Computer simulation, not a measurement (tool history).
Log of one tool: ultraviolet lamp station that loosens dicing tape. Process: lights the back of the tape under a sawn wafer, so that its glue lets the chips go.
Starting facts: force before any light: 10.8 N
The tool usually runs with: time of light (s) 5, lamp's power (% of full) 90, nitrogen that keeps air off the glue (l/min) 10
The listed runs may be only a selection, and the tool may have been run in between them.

run   hour  time of light (s)  lamp's power (% of full)  nitrogen that keeps air off the glue (l/min)  force that peels the tape off (N)  light that reached the tape (J/m2)
  1    0.0                  5                        90                                            10                              0.291                                3080
  2    8.7                  5                        90                                            10                              0.292                                3140
  3   12.6                  5                        90                                            10                              0.292                                3110
  4   17.6                  5                        90                                            13                              0.228                                3130
  5   24.3                  5                        90                                            13                              0.235                                3110
  6   33.4                  5                        90                                            10                              0.290                                3070
  7   38.3                  5                        90                                            10                              0.301                                3050
  8   44.7                  3                        90                                            10                              1.114                                1850
  9   51.0                  3                        90                                            10                              1.056                                1830
 10   57.5                  3                        90                                            10                              1.106                                1830
 11   66.7                  9                        90                                            10                              0.100                                5550
 12   73.3                  5                        90                                            18                              0.194                                3080
 13   80.5                  5                        90                                            18                              0.191                                3090
 14   85.3                  5                        90                                            18                              0.194                                3090
 15   92.9                  5                        90                                            18                              0.199                                3050
 16   97.4                  5                        90                                            18                              0.195                                3080
 17  106.8                  5                        90                                            18                              0.201                                3090
 18  115.7                  5                        90                                            18                              0.201                                3030
 19  122.5                  5                        90                                            18                              0.185                                3060
 20  129.2                  5                        90                                            18                              0.197                                3050
 21  134.2                  5                        91                                            10                              0.289                                3090
 22  139.9                  5                        90                                            10                              0.323                                3070
 23  144.5                  5                        90                                            10                              0.316                                3020
 24  148.5                  5                        90                                            10                              0.307                                3030
 25  157.2                  4                        75                                            10                              0.888                                2010
 26  165.8                  5                        78                                            10                              0.489                                2590
 27  172.3                  5                        78                                            10                              0.461                                2630
 28  180.5                  5                        78                                            10                              0.488                                2610
 29  188.1                  4                        99                                            11                              0.433                                2660
 30  197.0                  4                        87                                            11                              0.599                                2290
 31  206.6                  4                        87                                            11                              0.594                                2300
 32  215.1                  4                        87                                            11                              0.627                                2270
 33  221.9                  9                        78                                            13                              0.100                                4620
 34  231.2                 10                        85                                             3                              0.197                                5610
 35  236.8                  2                        78                                             3                              4.716                                1040
 36  244.6                  5                        74                                            10                              0.561                                2470
 37  253.1                 10                        74                                            10                              0.103                                4860
 38  262.1                  5                        62                                             3                              2.118                                2010
     265.0  -- window cleaned of glue's vapour
 39  267.0                  5                        90                                            13                              0.210                                3250
 40  271.7                  5                        90                                            13                              0.208                                3230
 41  276.9                  5                        90                                            13                              0.209                                3240
 42  286.3                  4                        65                                            10                              1.090                                1860
 43  292.1                  4                        65                                            10                              1.104                                1870

Below, some changes in force that peels the tape off (N) between adjacent runs. For each, the amount present without the hidden state too (settings, incoming material, random variation) and the amount remaining for the hidden state with gauge scatter not shared by both compared results:
Hidden state present: lamp's light, % of a new lamp's; light that the window lets through, % of a clean one's; drift of the gauge itself on peel_n, %; drift of the gauge itself on dose_mj_cm2, %.
Run 34 -> 35: time of light (s) 10 -> 2, lamp's power (% of full) 85 -> 78. force that peels the tape off (N) +4.519: hidden state +0.585, all else +3.934.
Run 35 -> 36: time of light (s) 2 -> 5, lamp's power (% of full) 78 -> 74, nitrogen that keeps air off the glue (l/min) 3 -> 10. force that peels the tape off (N) -4.155: hidden state -0.440, all else -3.715.
Run 37 -> 38: time of light (s) 10 -> 5, lamp's power (% of full) 74 -> 62, nitrogen that keeps air off the glue (l/min) 10 -> 3. force that peels the tape off (N) +2.015: hidden state +0.524, all else +1.491.
Run 38 -> 39: lamp's power (% of full) 62 -> 90, nitrogen that keeps air off the glue (l/min) 3 -> 13, window cleaned of glue's vapour. force that peels the tape off (N) -1.908: hidden state -0.501, all else -1.407.
